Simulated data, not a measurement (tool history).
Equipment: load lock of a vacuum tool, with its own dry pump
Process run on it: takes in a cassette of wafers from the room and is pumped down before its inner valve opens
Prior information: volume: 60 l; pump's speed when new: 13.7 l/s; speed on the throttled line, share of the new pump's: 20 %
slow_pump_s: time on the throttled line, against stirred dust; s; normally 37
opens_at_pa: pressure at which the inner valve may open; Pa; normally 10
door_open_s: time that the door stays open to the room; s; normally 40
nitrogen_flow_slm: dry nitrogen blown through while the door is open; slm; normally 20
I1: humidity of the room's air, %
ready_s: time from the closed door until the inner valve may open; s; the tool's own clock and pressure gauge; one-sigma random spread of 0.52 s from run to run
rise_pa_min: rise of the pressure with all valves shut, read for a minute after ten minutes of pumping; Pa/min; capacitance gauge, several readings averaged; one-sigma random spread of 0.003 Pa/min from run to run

Run 1, hour 0.0: usual settings; I1 46.2. Result: ready_s 84.0 s, rise_pa_min 0.043 Pa/min.
Run 2, hour 213.8: usual settings but opens_at_pa 8 Pa; I1 48.5. Result: ready_s 84.5 s, rise_pa_min 0.038 Pa/min.
Run 3, hour 376.6: usual settings but opens_at_pa 8 Pa, door_open_s 176 s; I1 45.6. Result: ready_s 84.2 s, rise_pa_min 0.088 Pa/min.
Run 4, hour 503.8: usual settings but slow_pump_s 64 s, opens_at_pa 8 Pa, door_open_s 176 s; I1 51.5. Result: ready_s 104.3 s, rise_pa_min 0.098 Pa/min.
At hour 657.3: dry pump taken out, an overhauled one fitted.
Run 5, hour 750.4: usual settings but door_open_s 134 s; I1 42.6. Result: ready_s 70.0 s, rise_pa_min 0.070 Pa/min.
Run 6, hour 921.3: usual settings but door_open_s 134 s; I1 41.6. Result: ready_s 70.9 s, rise_pa_min 0.074 Pa/min.
Run 7, hour 1148.2: usual settings but door_open_s 134 s; I1 45.6. Result: ready_s 70.2 s, rise_pa_min 0.077 Pa/min.
Run 8, hour 1393.4: usual settings but door_open_s 134 s; I1 42.4. Result: ready_s 70.8 s, rise_pa_min 0.068 Pa/min.
Run 9, hour 1598.9: usual settings but door_open_s 127 s; I1 45.4. Result: ready_s 72.0 s, rise_pa_min 0.072 Pa/min.
Run 10, hour 1823.5: usual settings; I1 45.5. Result: ready_s 71.2 s, rise_pa_min 0.046 Pa/min.
Run 11, hour 1937.6: usual settings; I1 45.5. Result: ready_s 70.7 s, rise_pa_min 0.045 Pa/min.
Run 12, hour 2110.4: usual settings; I1 46.2. Result: ready_s 71.9 s, rise_pa_min 0.048 Pa/min.
Run 13, hour 2240.3: usual settings but nitrogen_flow_slm 38 slm; I1 47.7. Result: ready_s 71.3 s, rise_pa_min 0.041 Pa/min.
Run 14, hour 2425.6: usual settings but nitrogen_flow_slm 38 slm; I1 42.8. Result: ready_s 72.1 s, rise_pa_min 0.042 Pa/min.
Run 15, hour 2539.6: usual settings but nitrogen_flow_slm 38 slm; I1 42.2. Result: ready_s 71.1 s, rise_pa_min 0.049 Pa/min.
Run 16, hour 2662.2: usual settings but nitrogen_flow_slm 38 slm; I1 45.3. Result: ready_s 70.4 s, rise_pa_min 0.052 Pa/min.
Run 17, hour 2793.9: usual settings but door_open_s 99 s; I1 46.7. Result: ready_s 71.3 s, rise_pa_min 0.077 Pa/min.
Run 18, hour 2908.2: usual settings but door_open_s 99 s; I1 41.9. Result: ready_s 71.6 s, rise_pa_min 0.074 Pa/min.
Run 19, hour 3034.7: usual settings but door_open_s 99 s; I1 41.6. Result: ready_s 72.9 s, rise_pa_min 0.067 Pa/min.
Run 20, hour 3166.0: usual settings but door_open_s 99 s; I1 43.8. Result: ready_s 70.8 s, rise_pa_min 0.077 Pa/min.
Run 21, hour 3390.6: usual settings but slow_pump_s 63 s, opens_at_pa 9 Pa, door_open_s 99 s; I1 44.9. Result: ready_s 93.3 s, rise_pa_min 0.076 Pa/min.
Run 22, hour 3507.3: usual settings but slow_pump_s 63 s, opens_at_pa 9 Pa, door_open_s 99 s; I1 44.1. Result: ready_s 92.1 s, rise_pa_min 0.073 Pa/min.
Run 23, hour 3649.5: usual settings but slow_pump_s 32 s; I1 42.1. Result: ready_s 67.9 s, rise_pa_min 0.055 Pa/min.
Run 24, hour 3794.6: usual settings but slow_pump_s 32 s, door_open_s 44 s; I1 44.4. Result: ready_s 68.7 s, rise_pa_min 0.061 Pa/min.
Run 25, hour 4000.2: usual settings but door_open_s 210 s, nitrogen_flow_slm 26 slm; I1 47.8. Result: ready_s 72.1 s, rise_pa_min 0.103 Pa/min.
Run 26, hour 4163.8: usual settings but door_open_s 210 s, nitrogen_flow_slm 26 slm; I1 46.2. Result: ready_s 73.4 s, rise_pa_min 0.104 Pa/min.
Run 27, hour 4296.8: usual settings but slow_pump_s 29 s, door_open_s 46 s, nitrogen_flow_slm 5 slm; I1 44.8. Result: ready_s 66.7 s, rise_pa_min 0.071 Pa/min.
Run 28, hour 4451.8: usual settings but slow_pump_s 29 s, door_open_s 46 s, nitrogen_flow_slm 5 slm; I1 45.4. Result: ready_s 65.6 s, rise_pa_min 0.069 Pa/min.
Run 29, hour 4561.6: usual settings but door_open_s 58 s, nitrogen_flow_slm 5 slm; I1 42.3. Result: ready_s 72.9 s, rise_pa_min 0.075 Pa/min.
Run 30, hour 4734.7: usual settings but slow_pump_s 22 s, opens_at_pa 16 Pa, door_open_s 146 s, nitrogen_flow_slm 16 slm; I1 45.5. Result: ready_s 59.7 s, rise_pa_min 0.101 Pa/min.
Run 31, hour 4846.5: usual settings but slow_pump_s 22 s, opens_at_pa 15 Pa, door_open_s 53 s; I1 43.9. Result: ready_s 58.9 s, rise_pa_min 0.064 Pa/min.
Run 32, hour 5000.7: usual settings but slow_pump_s 40 s, door_open_s 176 s; I1 47.5. Result: ready_s 74.8 s, rise_pa_min 0.114 Pa/min.
Run 33, hour 5242.7: usual settings but slow_pump_s 44 s, door_open_s 61 s, nitrogen_flow_slm 4 slm; I1 47.2. Result: ready_s 78.5 s, rise_pa_min 0.086 Pa/min.
Run 34, hour 5405.2: usual settings but slow_pump_s 44 s, door_open_s 61 s, nitrogen_flow_slm 13 slm; I1 43.4. Result: ready_s 78.5 s, rise_pa_min 0.079 Pa/min.
Run 35, hour 5521.1: usual settings but slow_pump_s 42 s, opens_at_pa 18 Pa, door_open_s 30 s, nitrogen_flow_slm 18 slm; I1 45.8. Result: ready_s 73.3 s, rise_pa_min 0.059 Pa/min.
Run 36, hour 5750.6: usual settings but slow_pump_s 19 s, nitrogen_flow_slm 4 slm; I1 46.2. Result: ready_s 60.1 s, rise_pa_min 0.081 Pa/min.
Run 37, hour 5955.3: usual settings but slow_pump_s 20 s, door_open_s 140 s, nitrogen_flow_slm 15 slm; I1 44.3. Result: ready_s 60.5 s, rise_pa_min 0.102 Pa/min.

Below are 4 alternative next runs, each starting from the tool's condition after run 37. Predict each:
Run A, hour 6169.7: usual settings but slow_pump_s 66 s, door_open_s 140 s, nitrogen_flow_slm 38 slm; I1 43.9. Result: ready_s ?, rise_pa_min ?.
Run B, hour 6169.7: usual settings but slow_pump_s 74 s, opens_at_pa 16 Pa; I1 43.4. Result: ready_s ?, rise_pa_min ?.
Run C, hour 6169.7: usual settings but slow_pump_s 47 s, door_open_s 95 s, nitrogen_flow_slm 15 slm; I1 42.7. Result: ready_s ?, rise_pa_min ?.
Run D, hour 6169.7: usual settings but slow_pump_s 20 s, opens_at_pa 7 Pa, door_open_s 140 s, nitrogen_flow_slm 15 slm; I1 46.6. Result: ready_s ?, rise_pa_min ?.

run  ready_s  rise_pa_min
  A     95.4        0.089
  B     99.5        0.066
  C     79.8        0.088
  D     61.7        0.106
Take away the tool's hidden state, keep each run's random variation, and the runs would have read:
run  ready_s  rise_pa_min
  A     93.0        0.044
  B     97.4        0.022
  C     77.0        0.043
  D     58.3        0.061
